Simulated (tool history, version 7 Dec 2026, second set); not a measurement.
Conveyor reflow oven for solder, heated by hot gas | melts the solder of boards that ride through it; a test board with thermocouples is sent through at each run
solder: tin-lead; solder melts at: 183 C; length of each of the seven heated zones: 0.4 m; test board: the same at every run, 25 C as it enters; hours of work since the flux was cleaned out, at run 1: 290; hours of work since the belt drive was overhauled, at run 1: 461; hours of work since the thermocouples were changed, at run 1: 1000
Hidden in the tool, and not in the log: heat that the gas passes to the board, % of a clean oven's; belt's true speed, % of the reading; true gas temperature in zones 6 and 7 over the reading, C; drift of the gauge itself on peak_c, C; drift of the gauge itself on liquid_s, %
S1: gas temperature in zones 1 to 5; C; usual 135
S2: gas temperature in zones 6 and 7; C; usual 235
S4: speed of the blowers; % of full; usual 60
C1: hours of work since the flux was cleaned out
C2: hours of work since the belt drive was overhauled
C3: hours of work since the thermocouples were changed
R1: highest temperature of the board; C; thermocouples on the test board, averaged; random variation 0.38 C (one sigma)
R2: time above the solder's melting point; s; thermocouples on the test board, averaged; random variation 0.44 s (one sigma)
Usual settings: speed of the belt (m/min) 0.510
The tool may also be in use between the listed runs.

{"run": 1, "hour": 0.0, "S1": 135, "S2": 235, "speed of the belt (m/min)": 0.51, "S4": 60, "C1": 290, "C2": 461, "C3": 1000, "R1": 219.6, "R2": 71.8}
{"run": 2, "hour": 17.3, "S1": 135, "S2": 235, "speed of the belt (m/min)": 0.51, "S4": 51, "C1": 301, "C2": 472, "C3": 1012, "R1": 217.7, "R2": 69.2}
{"run": 3, "hour": 51.6, "S1": 135, "S2": 235, "speed of the belt (m/min)": 0.51, "S4": 51, "C1": 323, "C2": 494, "C3": 1034, "R1": 218.1, "R2": 69.5}
{"run": 4, "hour": 66.5, "S1": 135, "S2": 235, "speed of the belt (m/min)": 0.51, "S4": 51, "C1": 333, "C2": 504, "C3": 1043, "R1": 218.3, "R2": 69.1}
{"run": 5, "hour": 88.6, "S1": 135, "S2": 246, "speed of the belt (m/min)": 0.51, "S4": 60, "C1": 347, "C2": 518, "C3": 1058, "R1": 228.9, "R2": 79.7}
{"run": 6, "hour": 121.8, "S1": 135, "S2": 246, "speed of the belt (m/min)": 0.51, "S4": 60, "C1": 369, "C2": 540, "C3": 1079, "R1": 228.7, "R2": 79.8}
{"hour": 140.2, "done": "thermocouples of zones 6 and 7 changed"}
{"run": 7, "hour": 150.3, "S1": 135, "S2": 246, "speed of the belt (m/min)": 0.51, "S4": 60, "C1": 386, "C2": 557, "C3": 6, "R1": 225.7, "R2": 77.3}
{"hour": 157.3, "done": "belt drive overhauled, speed set with a stopwatch"}
{"run": 8, "hour": 183.2, "S1": 135, "S2": 235, "speed of the belt (m/min)": 0.472, "S4": 60, "C1": 404, "C2": 17, "C3": 25, "R1": 219.2, "R2": 77.4}
{"run": 9, "hour": 206.6, "S1": 135, "S2": 235, "speed of the belt (m/min)": 0.472, "S4": 60, "C1": 420, "C2": 32, "C3": 40, "R1": 218.9, "R2": 77.8}
{"run": 10, "hour": 233.2, "S1": 135, "S2": 235, "speed of the belt (m/min)": 0.472, "S4": 60, "C1": 437, "C2": 49, "C3": 57, "R1": 218.8, "R2": 77.0}
{"hour": 259.8, "done": "flux residue cleaned out of gas plates and filters"}
{"run": 11, "hour": 263.8, "S1": 135, "S2": 235, "speed of the belt (m/min)": 0.51, "S4": 60, "C1": 3, "C2": 66, "C3": 74, "R1": 219.4, "R2": 73.6}
{"hour": 280.2, "done": "belt drive overhauled, speed set with a stopwatch, once more"}
{"run": 12, "hour": 300.2, "S1": 135, "S2": 235, "speed of the belt (m/min)": 0.535, "S4": 60, "C1": 23, "C2": 13, "C3": 95, "R1": 218.1, "R2": 66.5}
{"run": 13, "hour": 324.9, "S1": 127, "S2": 239, "speed of the belt (m/min)": 0.535, "S4": 63, "C1": 39, "C2": 29, "C3": 111, "R1": 221.1, "R2": 65.5}
{"run": 14, "hour": 345.2, "S1": 127, "S2": 239, "speed of the belt (m/min)": 0.535, "S4": 63, "C1": 53, "C2": 42, "C3": 124, "R1": 220.6, "R2": 66.2}
{"run": 15, "hour": 372.2, "S1": 125, "S2": 242, "speed of the belt (m/min)": 0.467, "S4": 63, "C1": 70, "C2": 59, "C3": 141, "R1": 227.8, "R2": 81.0}
{"run": 16, "hour": 402.9, "S1": 135, "S2": 235, "speed of the belt (m/min)": 0.51, "S4": 76, "C1": 90, "C2": 79, "C3": 161, "R1": 222.3, "R2": 74.2}
{"run": 17, "hour": 426.7, "S1": 135, "S2": 235, "speed of the belt (m/min)": 0.51, "S4": 76, "C1": 105, "C2": 95, "C3": 177, "R1": 222.1, "R2": 74.9}
{"run": 18, "hour": 451.6, "S1": 133, "S2": 235, "speed of the belt (m/min)": 0.457, "S4": 55, "C1": 121, "C2": 111, "C3": 193, "R1": 220.8, "R2": 81.7}
{"run": 19, "hour": 468.7, "S1": 136, "S2": 235, "speed of the belt (m/min)": 0.457, "S4": 55, "C1": 132, "C2": 122, "C3": 204, "R1": 222.4, "R2": 82.5}
{"run": 20, "hour": 502.7, "S1": 136, "S2": 235, "speed of the belt (m/min)": 0.457, "S4": 55, "C1": 154, "C2": 144, "C3": 226, "R1": 221.6, "R2": 83.0}
{"run": 21, "hour": 536.4, "S1": 136, "S2": 233, "speed of the belt (m/min)": 0.489, "S4": 55, "C1": 176, "C2": 165, "C3": 247, "R1": 217.9, "R2": 73.1}

Measured less the same run without the tool's hidden state. The same run-to-run variation is in both; the gauge's scatter may not be:
run=1 R1=+0.4 R2=+0.1
run=2 R1=+0.6 R2=+0.3
run=3 R1=+0.5 R2=+0.2
run=4 R1=+0.4 R2=+0.1
run=5 R1=+0.0 R2=+0.2
run=6 R1=-0.1 R2=+0.1
run=7 R1=-3.2 R2=-2.3
run=8 R1=-2.7 R2=-2.7
run=9 R1=-2.8 R2=-2.7
run=10 R1=-2.8 R2=-2.8
run=11 R1=+0.5 R2=+1.1
run=12 R1=+0.1 R2=+0.0
run=13 R1=+0.1 R2=-0.1
run=14 R1=-0.1 R2=-0.1
run=15 R1=+0.0 R2=+0.0
run=16 R1=-0.1 R2=-0.2
run=17 R1=-0.1 R2=-0.3
run=18 R1=+0.0 R2=-0.2
run=19 R1=-0.1 R2=-0.2
run=20 R1=-0.2 R2=-0.2
run=21 R1=-0.3 R2=-0.5
